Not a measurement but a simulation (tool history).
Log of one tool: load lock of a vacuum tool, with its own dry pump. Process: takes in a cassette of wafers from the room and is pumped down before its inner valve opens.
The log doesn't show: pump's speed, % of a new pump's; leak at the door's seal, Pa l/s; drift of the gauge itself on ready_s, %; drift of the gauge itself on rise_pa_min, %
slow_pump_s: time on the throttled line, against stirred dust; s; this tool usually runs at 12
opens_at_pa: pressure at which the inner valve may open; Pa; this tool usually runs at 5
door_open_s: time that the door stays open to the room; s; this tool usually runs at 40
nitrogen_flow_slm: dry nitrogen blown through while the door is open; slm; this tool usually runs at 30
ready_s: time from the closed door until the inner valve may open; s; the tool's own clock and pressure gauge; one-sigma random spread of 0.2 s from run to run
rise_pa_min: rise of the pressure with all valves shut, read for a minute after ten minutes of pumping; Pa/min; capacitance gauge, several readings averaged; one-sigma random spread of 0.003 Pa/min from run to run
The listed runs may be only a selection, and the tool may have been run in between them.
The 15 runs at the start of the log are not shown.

run    hour  slow_pump_s  opens_at_pa  door_open_s  nitrogen_flow_slm  hours that the pump has run since its overhaul  times that the door has closed on its seal  incoming humidity of the room's air, %  ready_s  rise_pa_min
 16    1623           12            5           40                 30                                            3592                                         297                                      45     23.7        0.053
 17  1768.3           12            5           40                 30                                            3737                                         770                                    44.8     23.6        0.053
 18  1903.9           12            5           40                 30                                            3873                                        1212                                    46.2     23.5        0.052
 19  2015.7           12            5          232                 22                                            3985                                        1576                                    45.6     23.1        0.104
 20  2140.1            8            6           40                 30                                            4109                                        1980                                      45       20        0.049
 21  2211.9           12            5          227                  5                                            4181                                        2214                                    45.6     23.5        0.139
 22  2362.6           14            4          110                  5                                            4331                                        2704                                    47.4     25.7        0.116
 23  2519.3           14            4          110                  5                                            4488                                        3214                                    48.3     25.2        0.118
 24    2652           12            6           40                 12                                            4621                                        3646                                    47.1     23.3        0.073
 25  2731.3           12            6          154                  8                                            4700                                        3904                                    44.2     23.3        0.114
 26  2907.3           12            5           50                 16                                            4876                                        4477                                    43.5     23.8        0.068
 27  3010.8            8            8           40                 30                                            4980                                        4814                                    48.4     19.5        0.058
 28  3157.5            8            8           40                 30                                            5126                                        5292                                      47     19.5        0.047
 29  3317.3            8            8           40                 30                                            5286                                        5812                                    43.4     19.5         0.05
 30  3490.1            8            8           40                 30                                            5459                                        6374                                    42.7     19.5        0.052
 31  3567.8           10            5           40                  7                                            5537                                        6627                                    40.9     21.9        0.072
 32  3712.9           15            5           56                 38                                            5682                                        7099                                    43.3     25.5        0.051
 33  3865.9           19            5           40                 30                                            5835                                        7597                                      45     29.2        0.051
 34  4018.3           19            5           40                 30                                            5987                                        8093                                    44.2     28.7        0.051
 35  4090.8            8            8          101                 32                                            6060                                        8329                                    42.7     19.3        0.067
 36  4190.5           16            8          101                 32                                            6159                                        8654                                    48.4     25.8        0.075

Consider 3 possible next runs. They are alternatives, not a sequence: every one starts from the tool as it was left by run 36. What does each give?
  A  4355.7           14            5           40                  5                                            6324                                        9191                                    49.2        ?            ?
  B  4355.7            9            6           88                 32                                            6324                                        9191                                    46.9        ?            ?
  C  4355.7           16            9           68                 32                                            6324                                        9191                                      44        ?            ?

run  ready_s  rise_pa_min
  A       25        0.083
  B     20.7        0.064
  C       26        0.058
Without the tool's hidden state the same runs would have given:
run  ready_s  rise_pa_min
  A       25        0.082
  B     20.7        0.064
  C       26        0.058
